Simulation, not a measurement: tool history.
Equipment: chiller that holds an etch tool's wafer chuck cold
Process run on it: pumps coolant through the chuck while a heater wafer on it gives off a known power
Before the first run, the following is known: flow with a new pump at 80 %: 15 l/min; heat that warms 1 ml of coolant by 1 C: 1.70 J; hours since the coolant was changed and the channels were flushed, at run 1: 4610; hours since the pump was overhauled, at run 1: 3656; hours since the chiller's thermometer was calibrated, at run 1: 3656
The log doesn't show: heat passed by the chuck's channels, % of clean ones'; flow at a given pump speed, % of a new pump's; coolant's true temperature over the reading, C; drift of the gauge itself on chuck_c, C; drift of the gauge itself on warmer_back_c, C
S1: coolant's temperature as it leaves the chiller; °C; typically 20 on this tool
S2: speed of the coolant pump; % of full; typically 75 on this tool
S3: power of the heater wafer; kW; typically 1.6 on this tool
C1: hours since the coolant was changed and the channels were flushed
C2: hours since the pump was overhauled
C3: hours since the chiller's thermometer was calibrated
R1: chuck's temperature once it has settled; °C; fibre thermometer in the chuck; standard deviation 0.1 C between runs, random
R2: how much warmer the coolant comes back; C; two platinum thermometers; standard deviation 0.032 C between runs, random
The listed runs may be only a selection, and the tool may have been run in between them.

run 1 hour=0 | S1=20 S2=75 S3=1.6 | C1=4610 C2=3656 C3=3656 | R1=32.2 R2=4.19
run 2 hour=164.2 | S1=20 S2=75 S3=1.6 | C1=4774 C2=3820 C3=3820 | R1=32.2 R2=4.21
run 3 hour=330.4 | S1=20 S2=75 S3=1.6 | C1=4940 C2=3986 C3=3986 | R1=32.5 R2=4.26
run 4 hour=534.5 | S1=20 S2=75 S3=1.6 | C1=5144 C2=4190 C3=4190 | R1=32.5 R2=4.24
run 5 hour=683.7 | S1=20 S2=75 S3=1.6 | C1=5293 C2=4339 C3=4339 | R1=32.4 R2=4.21
run 6 hour=862.5 | S1=20 S2=75 S3=1.6 | C1=5472 C2=4518 C3=4518 | R1=32.5 R2=4.26
run 7 hour=954.3 | S1=20 S2=75 S3=1.6 | C1=5564 C2=4610 C3=4610 | R1=32.2 R2=4.23
run 8 hour=1053.3 | S1=20 S2=75 S3=1.6 | C1=5663 C2=4709 C3=4709 | R1=32.3 R2=4.26
run 9 hour=1266.5 | S1=20 S2=75 S3=1.6 | C1=5876 C2=4922 C3=4922 | R1=32.3 R2=4.28
run 10 hour=1373.8 | S1=20 S2=75 S3=1.6 | C1=5984 C2=5029 C3=5029 | R1=32.6 R2=4.27
run 11 hour=1500.9 | S1=20 S2=75 S3=1.6 | C1=6111 C2=5156 C3=5156 | R1=32.3 R2=4.26
run 12 hour=1617.5 | S1=11 S2=75 S3=1.6 | C1=6227 C2=5273 C3=5273 | R1=23.5 R2=4.28
run 13 hour=1778.1 | S1=20 S2=75 S3=1.6 | C1=6388 C2=5434 C3=5434 | R1=32.5 R2=4.31
run 14 hour=1952.9 | S1=20 S2=75 S3=1.6 | C1=6563 C2=5609 C3=5609 | R1=32.6 R2=4.31
-- hour=2052.8 chiller's thermometer calibrated
run 15 hour=2110.7 | S1=13 S2=88 S3=1.215 | C1=6720 C2=5765 C3=58 | R1=21.6 R2=2.75
run 16 hour=2282 | S1=10 S2=99 S3=2.395 | C1=6891 C2=5937 C3=229 | R1=25 R2=4.85
run 17 hour=2459.6 | S1=11 S2=67 S3=0.804 | C1=7068 C2=6114 C3=407 | R1=18.1 R2=2.45
run 18 hour=2665.7 | S1=15 S2=66 S3=1.6 | C1=7275 C2=6320 C3=613 | R1=29.7 R2=4.98
run 19 hour=2870.3 | S1=19 S2=66 S3=1.301 | C1=7479 C2=6525 C3=817 | R1=30.9 R2=4
run 20 hour=2969 | S1=19 S2=66 S3=1.301 | C1=7578 C2=6624 C3=916 | R1=31 R2=4.03
run 21 hour=3070.7 | S1=19 S2=66 S3=1.301 | C1=7680 C2=6725 C3=1018 | R1=31 R2=3.97
run 22 hour=3241.8 | S1=19 S2=62 S3=1.546 | C1=7851 C2=6896 C3=1189 | R1=34.2 R2=5.13
run 23 hour=3366.6 | S1=19 S2=62 S3=1.546 | C1=7975 C2=7021 C3=1314 | R1=34.2 R2=5.15
run 24 hour=3588.1 | S1=19 S2=62 S3=1.546 | C1=8197 C2=7243 C3=1535 | R1=34.1 R2=5.18
run 25 hour=3732.6 | S1=20 S2=64 S3=1.014 | C1=8341 C2=7387 C3=1680 | R1=29.4 R2=3.22
run 26 hour=3838.4 | S1=20 S2=64 S3=1.014 | C1=8447 C2=7493 C3=1786 | R1=29.6 R2=3.3
run 27 hour=4059.9 | S1=10 S2=87 S3=2.166 | C1=8669 C2=7714 C3=2007 | R1=25.9 R2=5.09

Below, each run's measurement less what the same run would have read without the hidden state. Both values contain the same run-to-run variation, but the gauge's scatter may not be the same in both:
run=1 R1=+0.6 R2=+0.17
run=2 R1=+0.7 R2=+0.19
run=3 R1=+0.7 R2=+0.19
run=4 R1=+0.7 R2=+0.2
run=5 R1=+0.7 R2=+0.21
run=6 R1=+0.7 R2=+0.22
run=7 R1=+0.7 R2=+0.22
run=8 R1=+0.7 R2=+0.23
run=9 R1=+0.7 R2=+0.23
run=10 R1=+0.8 R2=+0.23
run=11 R1=+0.8 R2=+0.24
run=12 R1=+0.8 R2=+0.25
run=13 R1=+0.8 R2=+0.25
run=14 R1=+0.9 R2=+0.26
run=15 R1=+0.9 R2=+0.17
run=16 R1=+1.6 R2=+0.31
run=17 R1=+0.7 R2=+0.16
run=18 R1=+1.6 R2=+0.33
run=19 R1=+1.3 R2=+0.28
run=20 R1=+1.3 R2=+0.29
run=21 R1=+1.3 R2=+0.29
run=22 R1=+1.7 R2=+0.37
run=23 R1=+1.8 R2=+0.38
run=24 R1=+1.8 R2=+0.39
run=25 R1=+1.1 R2=+0.26
run=26 R1=+1.1 R2=+0.26
run=27 R1=+2 R2=+0.42
